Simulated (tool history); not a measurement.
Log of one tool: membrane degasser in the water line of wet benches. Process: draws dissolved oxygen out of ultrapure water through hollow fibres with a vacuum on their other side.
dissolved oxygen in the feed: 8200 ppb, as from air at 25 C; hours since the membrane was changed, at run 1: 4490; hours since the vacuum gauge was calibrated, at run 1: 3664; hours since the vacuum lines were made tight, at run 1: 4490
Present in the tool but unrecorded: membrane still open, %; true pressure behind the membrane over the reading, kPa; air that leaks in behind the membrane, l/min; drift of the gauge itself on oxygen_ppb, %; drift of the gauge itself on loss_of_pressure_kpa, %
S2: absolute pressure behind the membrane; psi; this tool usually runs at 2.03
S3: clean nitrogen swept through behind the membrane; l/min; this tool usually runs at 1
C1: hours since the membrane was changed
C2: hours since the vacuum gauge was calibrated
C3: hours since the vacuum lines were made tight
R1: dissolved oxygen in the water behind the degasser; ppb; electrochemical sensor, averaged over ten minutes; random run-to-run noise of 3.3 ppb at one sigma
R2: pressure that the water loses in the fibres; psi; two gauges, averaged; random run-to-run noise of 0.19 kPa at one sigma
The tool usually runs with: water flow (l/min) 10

run 1 hour=0 | water_flow_(l/min)=10 S2=2.03 S3=1 | C1=4490 C2=3664 C3=4490 | R1=325.5 R2=5.336
run 2 hour=103.5 | water_flow_(l/min)=10 S2=3.21 S3=1 | C1=4593 C2=3768 C3=4593 | R1=498.4 R2=5.363
run 3 hour=215.9 | water_flow_(l/min)=10 S2=2.03 S3=1 | C1=4706 C2=3880 C3=4706 | R1=322.3 R2=5.311
-- hour=299.9 seals of the vacuum lines changed
run 4 hour=299.9 | water_flow_(l/min)=10 S2=2.03 S3=1 | C1=4788 C2=3962 C3=0 | R1=328.1 R2=5.356
run 5 hour=390.6 | water_flow_(l/min)=10 S2=2.03 S3=0.8 | C1=4878 C2=4053 C3=91 | R1=386.4 R2=5.31
run 6 hour=501 | water_flow_(l/min)=10 S2=2.03 S3=0.8 | C1=4989 C2=4163 C3=201 | R1=380.3 R2=5.274
run 7 hour=594.8 | water_flow_(l/min)=10 S2=2.03 S3=1 | C1=5083 C2=4257 C3=295 | R1=333 R2=5.316
run 8 hour=712.9 | water_flow_(l/min)=10 S2=2.03 S3=1 | C1=5201 C2=4375 C3=413 | R1=323.7 R2=5.287
run 9 hour=791.4 | water_flow_(l/min)=13 S2=2.03 S3=1 | C1=5279 C2=4454 C3=491 | R1=508.4 R2=6.904
run 10 hour=864.3 | water_flow_(l/min)=10 S2=2.03 S3=1 | C1=5352 C2=4527 C3=564 | R1=325.2 R2=5.284
run 11 hour=939.6 | water_flow_(l/min)=10 S2=2.03 S3=0.68 | C1=5427 C2=4602 C3=640 | R1=429.1 R2=5.276
run 12 hour=1006.3 | water_flow_(l/min)=10 S2=2.03 S3=0.68 | C1=5494 C2=4669 C3=706 | R1=427.6 R2=5.345
run 13 hour=1061.8 | water_flow_(l/min)=10 S2=2.03 S3=0.68 | C1=5550 C2=4724 C3=762 | R1=429.6 R2=5.29
run 14 hour=1128.5 | water_flow_(l/min)=10 S2=2.03 S3=0.42 | C1=5616 C2=4791 C3=829 | R1=601.7 R2=5.24
run 15 hour=1243.1 | water_flow_(l/min)=10 S2=2.03 S3=0.42 | C1=5731 C2=4905 C3=943 | R1=606.4 R2=5.274
run 16 hour=1332.7 | water_flow_(l/min)=10 S2=2.03 S3=1 | C1=5820 C2=4995 C3=1033 | R1=324 R2=5.274
run 17 hour=1444.5 | water_flow_(l/min)=8 S2=1.94 S3=1.28 | C1=5932 C2=5107 C3=1145 | R1=180.6 R2=4.203
run 18 hour=1557.2 | water_flow_(l/min)=16 S2=2.03 S3=2.2 | C1=6045 C2=5220 C3=1257 | R1=524.6 R2=8.447
run 19 hour=1689.1 | water_flow_(l/min)=10 S2=4.96 S3=1.64 | C1=6177 C2=5351 C3=1389 | R1=505.1 R2=5.304
run 20 hour=1756.2 | water_flow_(l/min)=13 S2=1.26 S3=0.83 | C1=6244 C2=5419 C3=1456 | R1=382.9 R2=6.891
run 21 hour=1864 | water_flow_(l/min)=13 S2=5.03 S3=1 | C1=6352 C2=5526 C3=1564 | R1=1025.6 R2=6.853
run 22 hour=1990.9 | water_flow_(l/min)=13 S2=2.03 S3=0.73 | C1=6479 C2=5653 C3=1691 | R1=592.6 R2=6.865
run 23 hour=2086.9 | water_flow_(l/min)=13 S2=2.03 S3=0.73 | C1=6575 C2=5749 C3=1787 | R1=597.5 R2=6.821
run 24 hour=2157.3 | water_flow_(l/min)=16 S2=2.32 S3=2.84 | C1=6645 C2=5820 C3=1857 | R1=523.3 R2=8.409
run 25 hour=2271.4 | water_flow_(l/min)=6 S2=1.73 S3=0.55 | C1=6759 C2=5934 C3=1971 | R1=221.7 R2=3.136
run 26 hour=2340.6 | water_flow_(l/min)=11 S2=3.21 S3=0.55 | C1=6828 C2=6003 C3=2041 | R1=855 R2=5.781
run 27 hour=2397 | water_flow_(l/min)=11 S2=3.21 S3=0.55 | C1=6885 C2=6059 C3=2097 | R1=881.6 R2=5.77
run 28 hour=2530.1 | water_flow_(l/min)=11 S2=2.52 S3=0.55 | C1=7018 C2=6192 C3=2230 | R1=696.3 R2=5.754
run 29 hour=2647.3 | water_flow_(l/min)=11 S2=2.35 S3=0.69 | C1=7135 C2=6310 C3=2347 | R1=562.1 R2=5.752
run 30 hour=2774.7 | water_flow_(l/min)=11 S2=2.35 S3=0.69 | C1=7263 C2=6437 C3=2475 | R1=557.2 R2=5.714
run 31 hour=2862.4 | water_flow_(l/min)=8 S2=1.45 S3=1.86 | C1=7350 C2=6525 C3=2562 | R1=103 R2=4.154

Branching from run 31: 5 alternative next runs. What would each branch give?
run A hour=2929.7 | water_flow_(l/min)=7 S2=2.03 S3=1 | C1=7417 C2=6592 C3=2630 | R1=? R2=?
run B hour=2929.7 | water_flow_(l/min)=8 S2=1.45 S3=2.93 | C1=7417 C2=6592 C3=2630 | R1=? R2=?
run C hour=2929.7 | water_flow_(l/min)=9 S2=2.61 S3=0.97 | C1=7417 C2=6592 C3=2630 | R1=? R2=?
run D hour=2929.7 | water_flow_(l/min)=10 S2=2.32 S3=1.77 | C1=7417 C2=6592 C3=2630 | R1=? R2=?
run E hour=2929.7 | water_flow_(l/min)=10 S2=3.13 S3=0.98 | C1=7417 C2=6592 C3=2630 | R1=? R2=?

run=A R1=195.3 R2=3.642
run=B R1=76.5 R2=4.168
run=C R1=365.8 R2=4.722
run=D R1=248.3 R2=5.262
run=E R1=503.5 R2=5.229
What these runs would have given with no unlogged condition in the tool:
run=A R1=195.1 R2=3.719
run=B R1=76.3 R2=4.255
run=C R1=365.5 R2=4.821
run=D R1=248 R2=5.372
run=E R1=503.1 R2=5.337

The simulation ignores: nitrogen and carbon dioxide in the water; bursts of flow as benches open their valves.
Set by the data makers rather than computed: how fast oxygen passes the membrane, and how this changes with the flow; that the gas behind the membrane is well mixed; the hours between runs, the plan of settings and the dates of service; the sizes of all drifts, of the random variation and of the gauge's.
